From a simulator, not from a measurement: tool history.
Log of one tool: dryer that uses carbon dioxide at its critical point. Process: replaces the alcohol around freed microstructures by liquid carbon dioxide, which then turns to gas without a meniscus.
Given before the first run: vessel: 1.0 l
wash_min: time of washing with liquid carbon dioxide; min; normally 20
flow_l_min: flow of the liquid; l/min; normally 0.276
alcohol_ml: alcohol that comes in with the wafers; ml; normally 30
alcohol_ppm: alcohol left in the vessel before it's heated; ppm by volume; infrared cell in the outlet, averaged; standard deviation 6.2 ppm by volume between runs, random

run   hour  wash_min  flow_l_min  alcohol_ml  alcohol_ppm
  1    0.0        20       0.276          30          407
  2   33.6        20       0.276          30          432
  3   55.1        20       0.276          30          450
  4   71.7        20       0.211          30         1244
      84.3  -- inlet filter changed
  5   87.3        20       0.211          30          827
  6  101.4        20       0.211          30          872
  7  127.4        20       0.211          59         1651
  8  159.8        20       0.172          30         1722
  9  174.3        20       0.172          30         1659
 10  197.5        20       0.359          30           79
 11  225.5        20       0.210          30          892
 12  239.4        20       0.276          30          285
 13  261.8        20       0.372          25           60
 14  295.6        20       0.225          24          558
 15  312.0        20       0.225          24          555
 16  339.6        20       0.183          55         2768
 17  366.5        31       0.276          20           45
 18  391.6        15       0.310          20          405
 19  418.7        15       0.310          20          409
 20  440.9        15       0.310          20          411
 21  463.4        15       0.310          20          421
 22  481.2        15       0.310          20          412
 23  497.3        20       0.285          30          282
 24  522.4        18       0.387          44          139

Below are 4 alternative next runs, each starting from the tool's condition after run 24. Predict each:
  A  539.0        18       0.214          23            ?
  B  539.0        17       0.387          44            ?
  C  539.0        27       0.274          44            ?
  D  539.0        14       0.195          85            ?

run  alcohol_ppm
  A          997
  B          176
  C          126
  D         9182
Had the tool no hidden state, the same runs would have come out as:
run  alcohol_ppm
  A          848
  B          110
  C           70
  D         8381
